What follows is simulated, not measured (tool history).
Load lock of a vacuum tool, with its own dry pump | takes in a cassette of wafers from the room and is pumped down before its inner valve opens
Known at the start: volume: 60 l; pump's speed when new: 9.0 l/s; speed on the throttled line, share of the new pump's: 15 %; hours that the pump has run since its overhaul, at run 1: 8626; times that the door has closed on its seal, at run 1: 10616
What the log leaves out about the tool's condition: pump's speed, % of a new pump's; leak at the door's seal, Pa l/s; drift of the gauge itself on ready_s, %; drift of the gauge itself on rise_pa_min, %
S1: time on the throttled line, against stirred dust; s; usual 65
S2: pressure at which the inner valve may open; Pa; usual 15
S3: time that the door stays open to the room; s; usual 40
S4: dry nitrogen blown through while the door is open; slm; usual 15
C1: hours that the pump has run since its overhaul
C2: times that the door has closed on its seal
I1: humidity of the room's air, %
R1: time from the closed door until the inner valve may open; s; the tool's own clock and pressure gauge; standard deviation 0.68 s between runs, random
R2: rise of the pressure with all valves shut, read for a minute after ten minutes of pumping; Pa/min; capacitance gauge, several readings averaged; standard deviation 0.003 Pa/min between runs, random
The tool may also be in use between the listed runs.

run 1 hour=0 | S1=65 S2=15 S3=40 S4=15 | C1=8626 C2=10616 | I1=42.3 | R1=118.5 R2=0.056
run 2 hour=81.1 | S1=65 S2=15 S3=40 S4=15 | C1=8707 C2=10876 | I1=43.4 | R1=118.6 R2=0.058
run 3 hour=123.7 | S1=65 S2=15 S3=40 S4=15 | C1=8750 C2=11012 | I1=43.5 | R1=120.4 R2=0.061
run 4 hour=179.2 | S1=65 S2=15 S3=40 S4=15 | C1=8805 C2=11190 | I1=47.1 | R1=120.1 R2=0.067
run 5 hour=237.3 | S1=65 S2=15 S3=40 S4=15 | C1=8863 C2=11376 | I1=49.4 | R1=119.1 R2=0.066
run 6 hour=326.9 | S1=65 S2=15 S3=40 S4=15 | C1=8953 C2=11663 | I1=45.6 | R1=119.2 R2=0.063
run 7 hour=431.1 | S1=65 S2=15 S3=40 S4=15 | C1=9057 C2=11997 | I1=45.7 | R1=119 R2=0.068
run 8 hour=498.6 | S1=65 S2=15 S3=40 S4=15 | C1=9125 C2=12213 | I1=42.9 | R1=120.2 R2=0.069
run 9 hour=600.7 | S1=65 S2=15 S3=138 S4=15 | C1=9227 C2=12540 | I1=43.7 | R1=120.6 R2=0.082
run 10 hour=645.3 | S1=65 S2=15 S3=40 S4=15 | C1=9271 C2=12682 | I1=44.4 | R1=120 R2=0.069
run 11 hour=714 | S1=65 S2=15 S3=40 S4=15 | C1=9340 C2=12903 | I1=44.5 | R1=120 R2=0.074
run 12 hour=802 | S1=65 S2=15 S3=40 S4=15 | C1=9428 C2=13184 | I1=43.4 | R1=121 R2=0.076
run 13 hour=881.9 | S1=56 S2=15 S3=35 S4=19 | C1=9508 C2=13440 | I1=44.1 | R1=112.3 R2=0.078
run 14 hour=926.4 | S1=56 S2=15 S3=35 S4=19 | C1=9552 C2=13583 | I1=44.3 | R1=112.3 R2=0.071
run 15 hour=991 | S1=84 S2=24 S3=31 S4=36 | C1=9617 C2=13789 | I1=44.2 | R1=132.5 R2=0.073
run 16 hour=1066.8 | S1=83 S2=13 S3=179 S4=15 | C1=9693 C2=14032 | I1=46.1 | R1=135.9 R2=0.104
run 17 hour=1115 | S1=65 S2=27 S3=39 S4=15 | C1=9741 C2=14187 | I1=44.5 | R1=116 R2=0.079
run 18 hour=1158.4 | S1=74 S2=22 S3=161 S4=11 | C1=9784 C2=14326 | I1=47 | R1=124.9 R2=0.096
run 19 hour=1207.7 | S1=93 S2=11 S3=67 S4=6 | C1=9834 C2=14484 | I1=44 | R1=145.4 R2=0.089
run 20 hour=1311.7 | S1=93 S2=16 S3=67 S4=6 | C1=9938 C2=14817 | I1=50.7 | R1=144.1 R2=0.098
run 21 hour=1365.7 | S1=86 S2=15 S3=40 S4=15 | C1=9992 C2=14989 | I1=40.9 | R1=137.4 R2=0.083

What if the next run were any one of these 5? Each begins from the tool's condition after run 21:
run A hour=1453.3 | S1=67 S2=15 S3=30 S4=15 | C1=10079 C2=15270 | I1=43.2 | R1=? R2=?
run B hour=1453.3 | S1=51 S2=15 S3=112 S4=25 | C1=10079 C2=15270 | I1=43.1 | R1=? R2=?
run C hour=1453.3 | S1=65 S2=15 S3=40 S4=15 | C1=10079 C2=15270 | I1=44.6 | R1=? R2=?
run D hour=1453.3 | S1=45 S2=15 S3=40 S4=15 | C1=10079 C2=15270 | I1=45.3 | R1=? R2=?
run E hour=1453.3 | S1=33 S2=15 S3=40 S4=15 | C1=10079 C2=15270 | I1=46.4 | R1=? R2=?

run=A R1=120.8 R2=0.081
run=B R1=109.5 R2=0.089
run=C R1=119.6 R2=0.085
run=D R1=104.5 R2=0.086
run=E R1=94.6 R2=0.085
With the hidden condition removed and each run's random variation left untouched, the same runs would have given:
run=A R1=114.6 R2=0.019
run=B R1=102.9 R2=0.027
run=C R1=113.2 R2=0.023
run=D R1=97.8 R2=0.023
run=E R1=87.5 R2=0.021
